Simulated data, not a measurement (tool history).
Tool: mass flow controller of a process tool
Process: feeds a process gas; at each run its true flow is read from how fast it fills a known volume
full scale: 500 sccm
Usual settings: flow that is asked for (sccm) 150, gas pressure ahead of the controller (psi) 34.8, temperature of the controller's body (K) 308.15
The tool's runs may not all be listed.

| run | day | flow that is asked for (sccm) | gas pressure ahead of the controller (psi) | temperature of the controller's body (K) | true flow (%) |
|---|---|---|---|---|---|
| 1 | 0.000 | 150 | 34.8 | 308.15 | 98.02 |
| 2 | 4.392 | 150 | 34.8 | 308.15 | 98.15 |
| 3 | 9.204 | 150 | 34.8 | 308.15 | 98.09 |
| 4 | 13.983 | 150 | 34.8 | 306.15 | 98.30 |
| 5 | 18.500 | 150 | 29.2 | 308.15 | 98.23 |
| 6 | 23.025 | 453 | 34.8 | 308.15 | 99.66 |
| 7 | 28.242 | 453 | 34.8 | 308.15 | 99.77 |
| 8 | 32.283 | 453 | 34.8 | 308.15 | 99.80 |
| 9 | 35.379 | 453 | 34.8 | 308.15 | 99.77 |
| 10 | 37.917 | 150 | 34.8 | 308.15 | 98.43 |
| 11 | 42.575 | 210 | 34.8 | 308.15 | 98.78 |
| 12 | 45.050 | 210 | 34.8 | 308.15 | 98.73 |
| 13 | 47.708 | 210 | 34.8 | 308.15 | 98.78 |
| 14 | 51.221 | 150 | 28.9 | 308.15 | 98.57 |
| 15 | 54.533 | 150 | 34.8 | 308.15 | 98.65 |
| 16 | 58.671 | 150 | 34.8 | 296.15 | 99.19 |
| 17 | 63.071 | 150 | 34.8 | 296.15 | 99.20 |
| 18 | 68.058 | 150 | 34.8 | 296.15 | 99.15 |
| 19 | 71.892 | 150 | 34.8 | 296.15 | 99.32 |
| 20 | 74.738 | 150 | 34.8 | 308.15 | 98.76 |
| 21 | 78.550 | 150 | 34.8 | 308.15 | 98.67 |
| 22 | 83.642 | 127 | 34.8 | 308.15 | 98.73 |
| 23 | 88.483 | 127 | 34.8 | 308.15 | 98.77 |
| 24 | 93.183 | 66 | 23.1 | 294.15 | 98.94 |
| 25 | 97.358 | 66 | 23.1 | 294.15 | 98.96 |
| 26 | 101.712 | 66 | 23.1 | 294.15 | 98.97 |
| 27 | 104.979 | 211 | 37.6 | 307.15 | 99.45 |
| 28 | 109.717 | 150 | 38.1 | 308.15 | 99.18 |
| 29 | 114.000 | 150 | 28.4 | 309.15 | 98.89 |
| 30 | 116.667 | 150 | 28.4 | 309.15 | 98.96 |
| 31 | 119.817 | 150 | 28.4 | 309.15 | 99.02 |
| 32 | 124.321 | 64 | 39.7 | 296.15 | 99.53 |
| 33 | 127.475 | 129 | 34.8 | 308.15 | 99.16 |
| 34 | 131.708 | 129 | 34.8 | 308.15 | 99.26 |
| 35 | 136.275 | 120 | 38.9 | 311.15 | 99.14 |
| 36 | 139.021 | 134 | 28.4 | 312.15 | 98.98 |
| 37 | 144.108 | 73 | 32.1 | 294.15 | 99.55 |
| 38 | 149.242 | 150 | 37.1 | 308.15 | 99.51 |
| 39 | 151.583 | 150 | 37.1 | 308.15 | 99.61 |
| 40 | 154.729 | 150 | 37.1 | 308.15 | 99.59 |
| 41 | 158.033 | 150 | 37.1 | 308.15 | 99.71 |
| 42 | 161.400 | 150 | 37.1 | 308.15 | 99.70 |
| 43 | 163.721 | 150 | 37.1 | 308.15 | 99.76 |
| 44 | 168.288 | 294 | 29.2 | 303.15 | 98.94 |
| 45 | 172.067 | 294 | 29.2 | 303.15 | 98.89 |
| 46 | 174.625 | 67 | 30.7 | 306.15 | 97.68 |

Not shown: 1 entry that the log had between the listed runs. Between which runs, and how does the tool's hidden state differ before and after?
Between runs 43 and 44: gauge calibrated (day 165.783)
  drift of the gauge itself on true_pct, %: 1.63 -> 0.03
  measured less the result without the state, true flow (%): +1.61 -> +0.02
